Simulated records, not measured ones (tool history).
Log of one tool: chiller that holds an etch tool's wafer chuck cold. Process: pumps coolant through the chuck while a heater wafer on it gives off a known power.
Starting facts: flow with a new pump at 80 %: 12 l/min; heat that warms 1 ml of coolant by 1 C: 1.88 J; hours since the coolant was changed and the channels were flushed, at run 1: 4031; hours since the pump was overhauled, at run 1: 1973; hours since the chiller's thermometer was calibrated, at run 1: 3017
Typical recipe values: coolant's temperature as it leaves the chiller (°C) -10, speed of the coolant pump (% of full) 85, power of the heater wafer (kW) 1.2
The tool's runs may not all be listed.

run     day  coolant's temperature as it leaves the chiller (°C)  speed of the coolant pump (% of full)  power of the heater wafer (kW)  hours since the coolant was changed and the channels were flushed  hours since the pump was overhauled  hours since the chiller's thermometer was calibrated  chuck's temperature once it has settled (°C)  how much warmer the coolant comes back (C)
  1       0                                                  -10                                     85                             1.2                                                               4031                                 1973                                                  3017                                          -1.6                                        2.97
  2   2.371                                                  -10                                     85                           0.964                                                               4088                                 2029                                                  3074                                          -3.2                                        2.41
  3     5.1                                                  -10                                     85                           0.736                                                               4154                                 2095                                                  3139                                          -4.7                                        1.88
  4   6.783                                                  -10                                     61                           0.736                                                               4194                                 2135                                                  3180                                          -2.8                                        2.69
  5   8.192                                                  -10                                     61                           0.736                                                               4228                                 2169                                                  3213                                          -2.9                                        2.67
  6   9.646                                                   -7                                     85                             1.2                                                               4263                                 2204                                                  3248                                           1.5                                         3.1
  7  12.304                                                   -7                                     85                             1.2                                                               4327                                 2268                                                  3312                                           1.6                                         3.1
  8   15.15                                                   -7                                     85                             1.2                                                               4395                                 2336                                                  3380                                           1.5                                        3.15
     15.812  -- coolant changed, channels flushed
  9  17.083                                                   -7                                     85                             1.2                                                                 31                                 2377                                                  3421                                           1.5                                        3.17
 10  18.833                                                  -10                                     85                             1.2                                                                 72                                 2419                                                  3463                                          -1.3                                        3.17
 11  20.846                                                  -10                                     85                             1.2                                                                121                                 2467                                                  3511                                          -1.3                                        3.19
 12  22.767                                                  -10                                     85                             1.2                                                                167                                 2513                                                  3557                                          -1.5                                        3.26
 13   25.95                                                  -10                                     85                             1.2                                                                243                                 2589                                                  3634                                          -1.2                                        3.31
 14  27.929                                                  -10                                     85                             1.2                                                                291                                 2637                                                  3681                                          -1.3                                        3.32
     28.846  -- gauge calibrated
 15   29.45                                                  -10                                     85                             1.2                                                                327                                 2673                                                  3717                                          -1.5                                        2.95
 16  31.892                                                  -10                                     85                             1.2                                                                386                                 2732                                                  3776                                          -1.4                                        3.02
 17  34.917                                                  -12                                     85                             1.2                                                                459                                 2805                                                  3849                                          -3.4                                        3.06
 18  37.617                                                  -12                                     61                           1.683                                                                523                                 2869                                                  3914                                           4.5                                        6.06
 19  39.667                                                  -13                                     76                           1.775                                                                573                                 2919                                                  3963                                           1.2                                        5.09
 20  42.829                                                  -18                                     65                           1.775                                                                648                                 2994                                                  4039                                          -1.7                                           6
 21  44.596                                                   -3                                     64                           0.804                                                                691                                 3037                                                  4081                                           4.7                                        2.86
 22  46.629                                                  -19                                    100                           1.335                                                                740                                 3086                                                  4130                                         -10.8                                           3
 23  49.275                                                   -6                                     96                           1.193                                                                803                                 3149                                                  4193                                           1.6                                        2.84
 24  52.183                                                   -6                                     96                           1.193                                                                873                                 3219                                                  4263                                           1.4                                        2.88
 25  53.871                                                   -6                                     96                           1.193                                                                913                                 3259                                                  4304                                           1.6                                        2.88
 26  56.317                                                   -6                                     96                           1.193                                                                972                                 3318                                                  4362                                           1.6                                        2.94
 27  58.583                                                   -6                                     96                           1.193                                                               1027                                 3373                                                  4417                                           1.7                                        2.97
 28  60.733                                                  -10                                     85                           0.806                                                               1078                                 3424                                                  4468                                          -4.2                                        2.39
 29  63.004                                                  -10                                     85                           0.806                                                               1133                                 3479                                                  4523                                          -4.4                                        2.43
 30  65.942                                                  -10                                     76                           0.806                                                               1203                                 3549                                                  4593                                          -3.5                                        2.66
     69.021  -- gauge calibrated
 31  69.129                                                   -6                                     66                           0.813                                                               1280                                 3626                                                  4670                                           1.3                                        2.66

Alternative continuations, all from the tool just after run 31; predict every row:
  A  71.121                                                  -10                                     94                           1.019                                                               1327                                 3673                                                  4718                                             ?                                           ?
  B  71.121                                                   -7                                     84                           1.106                                                               1327                                 3673                                                  4718                                             ?                                           ?
  C  71.121                                                   -6                                     60                            0.95                                                               1327                                 3673                                                  4718                                             ?                                           ?

run  chuck's temperature once it has settled (°C)  how much warmer the coolant comes back (C)
  A                                          -3.4                                        2.31
  B                                             1                                        2.81
  C                                           3.5                                        3.46
Take away the tool's hidden state, keep each run's random variation, and the runs would have read:
run  chuck's temperature once it has settled (°C)  how much warmer the coolant comes back (C)
  A                                          -3.4                                        2.29
  B                                             1                                        2.78
  C                                           3.4                                        3.43
